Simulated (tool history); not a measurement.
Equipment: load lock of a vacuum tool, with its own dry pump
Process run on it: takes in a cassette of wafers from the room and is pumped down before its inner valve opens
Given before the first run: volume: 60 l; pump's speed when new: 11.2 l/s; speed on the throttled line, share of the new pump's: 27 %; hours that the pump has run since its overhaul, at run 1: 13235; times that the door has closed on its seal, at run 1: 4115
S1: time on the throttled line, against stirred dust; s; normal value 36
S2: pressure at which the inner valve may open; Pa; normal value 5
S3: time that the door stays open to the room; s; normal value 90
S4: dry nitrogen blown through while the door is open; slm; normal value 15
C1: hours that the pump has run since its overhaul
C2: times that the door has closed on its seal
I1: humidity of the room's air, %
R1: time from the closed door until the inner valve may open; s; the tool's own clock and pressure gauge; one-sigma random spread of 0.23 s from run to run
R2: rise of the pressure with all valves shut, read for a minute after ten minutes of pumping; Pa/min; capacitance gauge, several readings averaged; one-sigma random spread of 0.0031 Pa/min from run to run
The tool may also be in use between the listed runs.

run     day  S1  S2   S3  S4     C1    C2    I1     R1     R2
  1   0.000  36   5   90  15  13235  4115  43.9   86.3  0.077
  2   2.654  36   5   90  15  13298  4198  50.0   85.6  0.083
  3   5.896  36   5   90  15  13376  4300  47.9   86.0  0.082
  4   9.362  36   5   90  15  13459  4408  43.3   86.2  0.078
  5  11.354  36   5   90  29  13507  4471  46.3   86.1  0.069
  6  14.683  36   5   90  29  13587  4575  44.3   85.9  0.066
  7  17.675  36   5   90  29  13659  4669  48.0   86.6  0.069
  8  19.862  36   5   90  15  13711  4737  46.4   86.2  0.089
  9  23.058  36   5   90  15  13788  4838  47.3   86.2  0.084
 10  25.154  36   5   90  15  13838  4903  41.2   86.6  0.079
 11  27.596  36   5   66  15  13897  4980  43.2   86.2  0.065
 12  29.450  36   5   66  15  13942  5038  44.4   86.5  0.069
 13  33.308  36   4   38  24  14034  5159  44.4   88.0  0.045
 14  35.154  46   6   38  19  14078  5217  46.2   91.9  0.048
 15  38.500  46   6   38  19  14159  5321  42.9   91.5  0.048
 16  42.129  29   7  209   6  14246  5435  43.4   79.3  0.159
     43.762  -- dry pump taken out, an overhauled one fitted
 17  45.725  29   7  209   6     47  5540  44.9   73.2  0.165
 18  49.433  64   5   77  15    136  5656  45.5  101.0  0.083
 19  52.883  64   5   77  15    219  5764  46.7  100.2  0.081
 20  56.767  48   5   90  31    312  5886  46.2   88.9  0.069
 21  58.808  36   5   90  42    361  5950  43.9   80.4  0.060
 22  62.704  45   5   96  42    455  6072  41.1   86.7  0.059
 23  65.450  57   5   90  15    521  6158  46.5   95.9  0.090
 24  67.454  35   8  228  15    569  6221  48.2   76.7  0.155

Across each entry between runs, compare the hidden state at the last listed run before it with the hidden state at the first listed run after it:
Between runs 16 and 17: dry pump taken out, an overhauled one fitted (day 43.762)
  pump's speed, % of a new pump's: 87.8 -> 100.6; leak at the door's seal, Pa l/s: 0.0171 -> 0.0174
  measured minus no-state result, R1: +6.2 -> -0.2 s; R2: +0.015 -> +0.015 Pa/min
